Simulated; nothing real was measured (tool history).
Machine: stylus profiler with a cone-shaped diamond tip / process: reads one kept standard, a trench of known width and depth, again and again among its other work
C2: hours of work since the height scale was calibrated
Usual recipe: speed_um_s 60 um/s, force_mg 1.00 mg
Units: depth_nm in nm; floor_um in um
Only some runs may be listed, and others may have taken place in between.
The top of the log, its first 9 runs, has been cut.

-- hour=151.4 new tip fitted, height scale calibrated
run 10 hour=152.0 | speed_um_s=150 force_mg=1.00 | scans_with_this_tip=6 C2=0 | depth_nm=100.48 floor_um=96.50
run 11 hour=163.0 | speed_um_s=150 force_mg=1.00 | scans_with_this_tip=106 C2=8 | depth_nm=100.48 floor_um=96.46
run 12 hour=173.6 | speed_um_s=60 force_mg=1.00 | scans_with_this_tip=203 C2=16 | depth_nm=100.46 floor_um=97.33
run 13 hour=192.6 | speed_um_s=60 force_mg=1.00 | scans_with_this_tip=376 C2=30 | depth_nm=100.47 floor_um=97.38
run 14 hour=211.9 | speed_um_s=60 force_mg=1.00 | scans_with_this_tip=552 C2=44 | depth_nm=100.46 floor_um=97.34
run 15 hour=233.1 | speed_um_s=60 force_mg=1.68 | scans_with_this_tip=745 C2=59 | depth_nm=100.71 floor_um=97.45
run 16 hour=247.3 | speed_um_s=60 force_mg=1.35 | scans_with_this_tip=875 C2=69 | depth_nm=100.69 floor_um=97.36
run 17 hour=263.5 | speed_um_s=60 force_mg=1.35 | scans_with_this_tip=1022 C2=81 | depth_nm=100.64 floor_um=97.39
run 18 hour=273.4 | speed_um_s=86 force_mg=1.00 | scans_with_this_tip=1112 C2=88 | depth_nm=100.54 floor_um=97.03
run 19 hour=285.9 | speed_um_s=196 force_mg=0.41 | scans_with_this_tip=1226 C2=97 | depth_nm=100.28 floor_um=94.80
run 20 hour=306.2 | speed_um_s=196 force_mg=0.41 | scans_with_this_tip=1412 C2=112 | depth_nm=100.25 floor_um=94.76
run 21 hour=327.3 | speed_um_s=18 force_mg=2.46 | scans_with_this_tip=1604 C2=127 | depth_nm=100.94 floor_um=97.73
run 22 hour=345.2 | speed_um_s=18 force_mg=2.46 | scans_with_this_tip=1767 C2=140 | depth_nm=100.96 floor_um=97.73
run 23 hour=366.1 | speed_um_s=60 force_mg=0.48 | scans_with_this_tip=1957 C2=155 | depth_nm=100.31 floor_um=96.89
run 24 hour=378.8 | speed_um_s=19 force_mg=0.47 | scans_with_this_tip=2073 C2=164 | depth_nm=100.30 floor_um=97.49
run 25 hour=391.6 | speed_um_s=198 force_mg=0.73 | scans_with_this_tip=2190 C2=173 | depth_nm=100.41 floor_um=95.48
run 26 hour=413.4 | speed_um_s=60 force_mg=0.96 | scans_with_this_tip=2388 C2=189 | depth_nm=100.53 floor_um=97.15
run 27 hour=424.9 | speed_um_s=60 force_mg=0.96 | scans_with_this_tip=2493 C2=198 | depth_nm=100.53 floor_um=97.18
run 28 hour=443.4 | speed_um_s=26 force_mg=1.36 | scans_with_this_tip=2662 C2=211 | depth_nm=100.68 floor_um=97.51
run 29 hour=463.1 | speed_um_s=79 force_mg=1.85 | scans_with_this_tip=2841 C2=225 | depth_nm=100.81 floor_um=97.11
run 30 hour=477.1 | speed_um_s=119 force_mg=0.56 | scans_with_this_tip=2968 C2=235 | depth_nm=100.38 floor_um=96.08
run 31 hour=493.5 | speed_um_s=165 force_mg=0.37 | scans_with_this_tip=3118 C2=247 | depth_nm=100.25 floor_um=94.95

Estimate the outcome of run 32 from the log above:
run 32 hour=505.9 | speed_um_s=118 force_mg=1.00 | scans_with_this_tip=3232 C2=256 | depth_nm=? floor_um=?

{"run 32": {"depth_nm": 100.51, "floor_um": 96.46}}
Were there no unlogged condition in the tool, this run, its random variation unchanged, would have produced depth_nm 100.48 nm, floor_um 96.83 um.
